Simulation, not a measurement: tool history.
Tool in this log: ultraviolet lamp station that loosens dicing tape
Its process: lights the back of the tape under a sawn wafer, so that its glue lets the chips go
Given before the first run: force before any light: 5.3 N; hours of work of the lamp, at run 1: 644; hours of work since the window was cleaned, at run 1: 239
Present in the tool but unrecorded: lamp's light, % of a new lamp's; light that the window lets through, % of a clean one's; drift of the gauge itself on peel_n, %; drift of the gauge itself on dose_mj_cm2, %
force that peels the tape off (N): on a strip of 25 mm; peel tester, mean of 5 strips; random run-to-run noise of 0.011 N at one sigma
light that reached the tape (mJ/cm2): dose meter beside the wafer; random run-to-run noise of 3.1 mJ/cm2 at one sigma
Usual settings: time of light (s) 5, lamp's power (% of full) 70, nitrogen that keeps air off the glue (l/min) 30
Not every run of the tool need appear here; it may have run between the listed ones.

| run | hour | time of light (s) | lamp's power (% of full) | nitrogen that keeps air off the glue (l/min) | hours of work of the lamp | hours of work since the window was cleaned | force that peels the tape off (N) | light that reached the tape (mJ/cm2) |
|---|---|---|---|---|---|---|---|---|
| 1 | 0 | 5 | 70 | 30 | 644 | 239 | 1.413 | 252 |
| 2 | 49.3 | 5 | 70 | 30 | 674 | 269 | 1.511 | 244 |
| 3 | 122.5 | 5 | 70 | 30 | 719 | 314 | 1.671 | 228 |
| 4 | 182.1 | 5 | 87 | 30 | 755 | 350 | 1.339 | 269 |
|  | 263.6 | window cleaned of glue's vapour |
| 5 | 264.4 | 5 | 87 | 30 | 805 | 1 | 1.115 | 314 |
|  | 270.6 | lamp changed |
| 6 | 306.1 | 5 | 79 | 30 | 22 | 25 | 0.394 | 519 |
| 7 | 346.1 | 5 | 79 | 30 | 46 | 50 | 0.432 | 507 |
| 8 | 403.5 | 5 | 79 | 30 | 81 | 85 | 0.462 | 490 |
| 9 | 473.6 | 5 | 79 | 30 | 124 | 128 | 0.503 | 466 |
| 10 | 520.6 | 8 | 79 | 59 | 153 | 156 | 0.117 | 714 |
| 11 | 555.4 | 5 | 97 | 42 | 174 | 177 | 0.31 | 540 |
| 12 | 624.5 | 5 | 97 | 42 | 216 | 220 | 0.335 | 520 |
| 13 | 677.4 | 3 | 100 | 13 | 248 | 252 | 1.643 | 312 |
| 14 | 739.7 | 3 | 100 | 13 | 286 | 290 | 1.72 | 298 |
| 15 | 808.6 | 3 | 77 | 30 | 328 | 332 | 1.739 | 219 |
| 16 | 869.8 | 5 | 80 | 13 | 366 | 369 | 1.366 | 364 |
|  | 921.9 | window cleaned of glue's vapour |
| 17 | 950.9 | 5 | 88 | 19 | 415 | 18 | 0.746 | 449 |
| 18 | 1031.1 | 4 | 70 | 11 | 464 | 67 | 1.979 | 274 |

Measured result minus the same run's result without the hidden state. Both carry the same run-to-run variation, though not necessarily the same gauge scatter:
| run | force that peels the tape off (N) | light that reached the tape (mJ/cm2) |
|---|---|---|
| 1 | +0.91 | -214 |
| 2 | +1.003 | -225 |
| 3 | +1.145 | -240 |
| 4 | +1.028 | -316 |
| 5 | +0.795 | -273 |
| 6 | +0.023 | -13 |
| 7 | +0.046 | -25 |
| 8 | +0.084 | -44 |
| 9 | +0.13 | -66 |
| 10 | +0.033 | -128 |
| 11 | +0.114 | -110 |
| 12 | +0.151 | -134 |
| 13 | +0.49 | -94 |
| 14 | +0.573 | -107 |
| 15 | +0.648 | -94 |
| 16 | +0.652 | -178 |
| 17 | +0.315 | -136 |
| 18 | +0.617 | -106 |
